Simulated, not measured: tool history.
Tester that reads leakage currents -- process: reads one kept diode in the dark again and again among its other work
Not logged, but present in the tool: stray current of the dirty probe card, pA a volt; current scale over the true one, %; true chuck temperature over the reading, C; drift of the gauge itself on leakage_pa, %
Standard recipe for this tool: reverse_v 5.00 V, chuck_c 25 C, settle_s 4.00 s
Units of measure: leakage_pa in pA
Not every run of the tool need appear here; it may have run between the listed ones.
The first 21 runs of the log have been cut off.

run	hour	reverse_v	chuck_c	settle_s	hours of work since the probe card was cleaned	hours of work since the tester was calibrated	hours of work since the chuck was calibrated	leakage_pa
22	506.1	6.98	46	6.07	446	976	2041	549.68
23	533.5	2.21	25	4.00	462	992	2057	67.70
24	550.1	1.44	49	4.00	471	1002	2067	322.96
25	578.2	5.71	49	0.84	488	1018	2083	617.57
26	602.1	5.71	49	0.84	502	1032	2097	618.53
27	631.2	5.71	49	0.84	519	1049	2114	618.68
28	657.2	2.10	23	0.84	534	1064	2129	57.58
29	689.3	1.09	25	0.70	552	1083	2148	49.61
30	720.2	9.61	25	3.66	570	1101	2166	138.45
31	736.0	2.13	49	3.66	579	1110	2175	386.80
32	754.1	2.97	21	4.00	590	1120	2185	57.71
33	774.1	6.14	21	4.62	602	1132	2197	81.58
34	788.1	1.21	21	4.62	610	1140	2205	37.54
# hour 797.6: chuck's temperature calibrated
35	812.1	4.75	21	4.93	623	1153	8	64.00
36	842.2	4.75	21	4.93	640	1170	26	64.65
37	859.0	8.99	44	4.93	650	1180	36	488.61
38	880.4	8.99	44	4.93	662	1192	48	491.03
39	912.9	8.99	44	4.93	681	1211	67	489.42

Branching from run 39: 3 alternative next runs. What would each branch give?
A	944.7	3.46	21	3.40	700	1230	85	?
B	944.7	2.35	38	5.43	700	1230	85	?
C	944.7	5.00	42	9.07	700	1230	85	?

run	leakage_pa
A	55.62
B	170.38
C	322.52
Without the tool's unlogged condition, the same runs would have read:
run	leakage_pa
A	54.28
B	170.28
C	322.11
